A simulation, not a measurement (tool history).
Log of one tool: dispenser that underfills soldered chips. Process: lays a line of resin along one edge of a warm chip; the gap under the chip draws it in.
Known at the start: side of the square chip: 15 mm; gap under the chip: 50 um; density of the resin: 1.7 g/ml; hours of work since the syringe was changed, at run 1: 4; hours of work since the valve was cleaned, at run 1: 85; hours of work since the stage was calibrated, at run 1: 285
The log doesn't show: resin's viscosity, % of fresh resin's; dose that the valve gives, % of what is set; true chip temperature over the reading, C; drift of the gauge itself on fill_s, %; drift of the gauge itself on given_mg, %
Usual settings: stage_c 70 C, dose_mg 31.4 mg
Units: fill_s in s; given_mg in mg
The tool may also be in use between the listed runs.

run   hour  stage_c  dose_mg  hours of work since the syringe was changed  hours of work since the valve was cleaned  hours of work since the stage was calibrated  fill_s  given_mg
  1      0       70     31.4                                            4                                         85                                           285   267.7     28.88
       2.2  -- dispensing valve cleaned and set on the balance
      10.2  -- new syringe of resin
  2   14.2       70     31.4                                            3                                          9                                           295   249.9     31.25
  3   23.4       69     31.4                                           10                                         16                                           302   367.9     31.07
      24.9  -- new syringe of resin
  4   36.2       69     31.4                                            9                                         26                                           311   353.8     30.81
      39.7  -- new syringe of resin
  5   51.1       69     31.4                                            9                                         37                                           323   343.1     30.58
      54.6  -- new syringe of resin
  6   61.6       69     31.4                                            5                                         45                                           331   309.7     30.52
  7   68.2       63     31.4                                           10                                         50                                           336   529.2     30.09
      69.6  -- new syringe of resin
  8   80.2       63     31.4                                            8                                         59                                           345   480.5     29.89
      84.6  -- new syringe of resin
  9   91.5       63     31.4                                            5                                         68                                           353     416     29.37
      98.9  -- new syringe of resin
 10   98.9       63     31.4                                            0                                         73                                           359   322.5     29.64
 11  109.8       63     31.4                                            8                                         81                                           367   471.7     29.17
     113.4  -- new syringe of resin
     117.5  -- dispensing valve cleaned and set on the balance
 12  118.1       70     31.4                                            3                                          0                                           372   259.1     31.22
 13  124.5       70     39.4                                            8                                          5                                           377   324.4     39.05
       130  -- new syringe of resin
 14  132.9       70     39.4                                            2                                         12                                           384   245.8     39.21
 15  141.6       70     29.5                                            9                                         18                                           390   340.5     29.12
     144.4  -- new syringe of resin
 16  157.3       70     29.5                                           10                                         30                                           402   361.4     28.73
     158.9  -- new syringe of resin
     167.7  -- stage's temperature calibrated
 17  168.9       70     29.5                                            7                                         38                                             1   269.2     28.55
       175  -- new syringe of resin
 18  181.7       74     33.6                                            5                                         48                                            11   205.8     32.35
 19  188.5       63     35.1                                           10                                         53                                            16     449      33.6
     190.1  -- new syringe of resin
 20  201.3       67     31.4                                            9                                         63                                            25   342.1     29.74
     204.5  -- new syringe of resin
 21  212.7       61     27.9                                            6                                         71                                            34   425.6     26.25
     219.3  -- new syringe of resin
 22    227       61     27.9                                            6                                         82                                            45   423.5     25.95
     233.3  -- dispensing valve cleaned and set on the balance
     235.6  -- new syringe of resin
 23    236       55     31.4                                            0                                          2                                            51   428.6     31.57
     250.4  -- new syringe of resin
 24  250.4       55     31.4                                            0                                         13                                            62     430     31.18
 25  257.3       62     27.6                                            5                                         18                                            67   394.2     27.22
     265.6  -- new syringe of resin
 26  272.7       81       39                                            5                                         30                                            79   148.2     38.07
       281  -- new syringe of resin
 27  287.7       70     33.9                                            5                                         41                                            90   254.8     32.64
     295.7  -- new syringe of resin
 28  297.4       84     29.9                                            1                                         48                                            97   112.5      28.7
     310.2  -- new syringe of resin
 29  310.2       59     33.5                                            0                                         58                                           107   360.9     31.99
 30  322.6       79     39.3                                           10                                         68                                           116   206.6     37.17
     325.4  -- new syringe of resin
 31  329.2       79     29.4                                            3                                         72                                           121   153.3     27.74
     339.7  -- new syringe of resin
 32  340.2       79     29.4                                            0                                         81                                           130     140     27.36
       348  -- dispensing valve cleaned and set on the balance
 33  353.2       60     28.7                                           10                                          4                                           139     536     28.37
     355.1  -- new syringe of resin
 34  361.7       70     27.7                                            5                                         10                                           145   263.3     27.61

How the hidden state differs across the entries between the runs, from the last listed run before each to the first after it:
Between runs 1 and 2: dispensing valve cleaned and set on the balance (hour 2.2); new syringe of resin (hour 10.2)
  resin's viscosity, % of fresh resin's: 121.5 -> 115.5; dose that the valve gives, % of what is set: 92.8 -> 99.21; true chip temperature over the reading, C: -2.04 -> -2.11
  measured less the result without the state, fill_s: +70.5 -> +55.2 s; given_mg: -2.24 -> -0.25 mg
Between runs 3 and 4: new syringe of resin (hour 24.9)
  resin's viscosity, % of fresh resin's: 160.9 -> 150.3; dose that the valve gives, % of what is set: 98.59 -> 97.74; true chip temperature over the reading, C: -2.17 -> -2.24
  measured less the result without the state, fill_s: +163 -> +144 s; given_mg: -0.44 -> -0.72 mg
Between runs 4 and 5: new syringe of resin (hour 39.7)
  resin's viscosity, % of fresh resin's: 150.3 -> 148.1; dose that the valve gives, % of what is set: 97.74 -> 96.84; true chip temperature over the reading, C: -2.24 -> -2.33
  measured less the result without the state, fill_s: +144 -> +137.7 s; given_mg: -0.72 -> -0.99 mg
Between runs 5 and 6: new syringe of resin (hour 54.6)
  resin's viscosity, % of fresh resin's: 148.1 -> 131.3; dose that the valve gives, % of what is set: 96.84 -> 96.15; true chip temperature over the reading, C: -2.33 -> -2.39
  measured less the result without the state, fill_s: +137.7 -> +101.3 s; given_mg: -0.99 -> -1.22 mg
Between runs 7 and 8: new syringe of resin (hour 69.6)
  resin's viscosity, % of fresh resin's: 166.1 -> 148.9; dose that the valve gives, % of what is set: 95.65 -> 94.89; true chip temperature over the reading, C: -2.43 -> -2.5
  measured less the result without the state, fill_s: +250 -> +198.8 s; given_mg: -1.37 -> -1.61 mg
Between runs 8 and 9: new syringe of resin (hour 84.6)
  resin's viscosity, % of fresh resin's: 148.9 -> 130.1; dose that the valve gives, % of what is set: 94.89 -> 94.13; true chip temperature over the reading, C: -2.5 -> -2.57
  measured less the result without the state, fill_s: +198.8 -> +138.3 s; given_mg: -1.61 -> -1.83 mg
Between runs 9 and 10: new syringe of resin (hour 98.9)
  resin's viscosity, % of fresh resin's: 130.1 -> 99.7; dose that the valve gives, % of what is set: 94.13 -> 93.68; true chip temperature over the reading, C: -2.57 -> -2.62
  measured less the result without the state, fill_s: +138.3 -> +42.3 s; given_mg: -1.83 -> -2 mg
Between runs 11 and 12: new syringe of resin (hour 113.4); dispensing valve cleaned and set on the balance (hour 117.5)
  resin's viscosity, % of fresh resin's: 147.1 -> 115.4; dose that the valve gives, % of what is set: 93 -> 100.06; true chip temperature over the reading, C: -2.68 -> -2.72
  measured less the result without the state, fill_s: +195.3 -> +63.2 s; given_mg: -2.19 -> +0.02 mg
Between runs 13 and 14: new syringe of resin (hour 130)
  resin's viscosity, % of fresh resin's: 145.6 -> 110.3; dose that the valve gives, % of what is set: 99.68 -> 99.12; true chip temperature over the reading, C: -2.77 -> -2.81
  measured less the result without the state, fill_s: +130.3 -> +52.1 s; given_mg: -0.13 -> -0.34 mg
Between runs 15 and 16: new syringe of resin (hour 144.4)
  resin's viscosity, % of fresh resin's: 150.8 -> 158.6; dose that the valve gives, % of what is set: 98.56 -> 97.59; true chip temperature over the reading, C: -2.87 -> -2.97
  measured less the result without the state, fill_s: +145.2 -> +165.5 s; given_mg: -0.43 -> -0.71 mg
Between runs 16 and 17: new syringe of resin (hour 158.9); stage's temperature calibrated (hour 167.7)
  resin's viscosity, % of fresh resin's: 158.6 -> 137; dose that the valve gives, % of what is set: 97.59 -> 96.93; true chip temperature over the reading, C: -2.97 -> 0.06
  measured less the result without the state, fill_s: +165.5 -> +73.1 s; given_mg: -0.71 -> -0.91 mg
Between runs 17 and 18: new syringe of resin (hour 175)
  resin's viscosity, % of fresh resin's: 137 -> 127.7; dose that the valve gives, % of what is set: 96.93 -> 96.04; true chip temperature over the reading, C: 0.06 -> -0.02
  measured less the result without the state, fill_s: +73.1 -> +45.3 s; given_mg: -0.91 -> -1.34 mg
Between runs 19 and 20: new syringe of resin (hour 190.1)
  resin's viscosity, % of fresh resin's: 163.1 -> 148.6; dose that the valve gives, % of what is set: 95.55 -> 94.65; true chip temperature over the reading, C: -0.06 -> -0.14
  measured less the result without the state, fill_s: +175.5 -> +115.1 s; given_mg: -1.56 -> -1.68 mg
Between runs 20 and 21: new syringe of resin (hour 204.5)
  resin's viscosity, % of fresh resin's: 148.6 -> 135.8; dose that the valve gives, % of what is set: 94.65 -> 93.92; true chip temperature over the reading, C: -0.14 -> -0.2
  measured less the result without the state, fill_s: +115.1 -> +119.6 s; given_mg: -1.68 -> -1.7 mg
Between runs 21 and 22: new syringe of resin (hour 219.3)
  resin's viscosity, % of fresh resin's: 135.8 -> 130.6; dose that the valve gives, % of what is set: 93.92 -> 93.03; true chip temperature over the reading, C: -0.2 -> -0.29
  measured less the result without the state, fill_s: +119.6 -> +109 s; given_mg: -1.7 -> -1.95 mg
Between runs 22 and 23: dispensing valve cleaned and set on the balance (hour 233.3); new syringe of resin (hour 235.6)
  resin's viscosity, % of fresh resin's: 130.6 -> 99.3; dose that the valve gives, % of what is set: 93.03 -> 99.93; true chip temperature over the reading, C: -0.29 -> -0.33
  measured less the result without the state, fill_s: +109 -> +4.8 s; given_mg: -1.95 -> -0.02 mg
Between runs 23 and 24: new syringe of resin (hour 250.4)
  resin's viscosity, % of fresh resin's: 99.3 -> 99.1; dose that the valve gives, % of what is set: 99.93 -> 98.96; true chip temperature over the reading, C: -0.33 -> -0.43
  measured less the result without the state, fill_s: +4.8 -> +6.5 s; given_mg: -0.02 -> -0.33 mg
Between runs 25 and 26: new syringe of resin (hour 265.6)
  resin's viscosity, % of fresh resin's: 126.6 -> 128.1; dose that the valve gives, % of what is set: 98.48 -> 97.52; true chip temperature over the reading, C: -0.47 -> -0.57
  measured less the result without the state, fill_s: +91.3 -> +35.4 s; given_mg: -0.42 -> -0.96 mg
Between runs 26 and 27: new syringe of resin (hour 281)
  resin's viscosity, % of fresh resin's: 128.1 -> 128.2; dose that the valve gives, % of what is set: 97.52 -> 96.62; true chip temperature over the reading, C: -0.57 -> -0.66
  measured less the result without the state, fill_s: +35.4 -> +62.8 s; given_mg: -0.96 -> -1.14 mg
Between runs 27 and 28: new syringe of resin (hour 295.7)
  resin's viscosity, % of fresh resin's: 128.2 -> 107.9; dose that the valve gives, % of what is set: 96.62 -> 95.98; true chip temperature over the reading, C: -0.66 -> -0.72
  measured less the result without the state, fill_s: +62.8 -> +12.1 s; given_mg: -1.14 -> -1.19 mg
Between runs 28 and 29: new syringe of resin (hour 310.2)
  resin's viscosity, % of fresh resin's: 107.9 -> 101.7; dose that the valve gives, % of what is set: 95.98 -> 95.16; true chip temperature over the reading, C: -0.72 -> -0.79
  measured less the result without the state, fill_s: +12.1 -> +22 s; given_mg: -1.19 -> -1.63 mg
Between runs 30 and 31: new syringe of resin (hour 325.4)
  resin's viscosity, % of fresh resin's: 158.8 -> 116.1; dose that the valve gives, % of what is set: 94.34 -> 93.92; true chip temperature over the reading, C: -0.87 -> -0.91
  measured less the result without the state, fill_s: +82 -> +28.1 s; given_mg: -2.23 -> -1.8 mg
Between runs 31 and 32: new syringe of resin (hour 339.7)
  resin's viscosity, % of fresh resin's: 116.1 -> 102; dose that the valve gives, % of what is set: 93.92 -> 93.21; true chip temperature over the reading, C: -0.91 -> -0.98
  measured less the result without the state, fill_s: +28.1 -> +10.5 s; given_mg: -1.8 -> -2 mg
Between runs 32 and 33: dispensing valve cleaned and set on the balance (hour 348)
  resin's viscosity, % of fresh resin's: 102 -> 156.9; dose that the valve gives, % of what is set: 93.21 -> 99.72; true chip temperature over the reading, C: -0.98 -> -1.06
  measured less the result without the state, fill_s: +10.5 -> +213.1 s; given_mg: -2 -> -0.08 mg
Between runs 33 and 34: new syringe of resin (hour 355.1)
  resin's viscosity, % of fresh resin's: 156.9 -> 126.9; dose that the valve gives, % of what is set: 99.72 -> 99.16; true chip temperature over the reading, C: -1.06 -> -1.11
  measured less the result without the state, fill_s: +213.1 -> +67.3 s; given_mg: -0.08 -> -0.23 mg
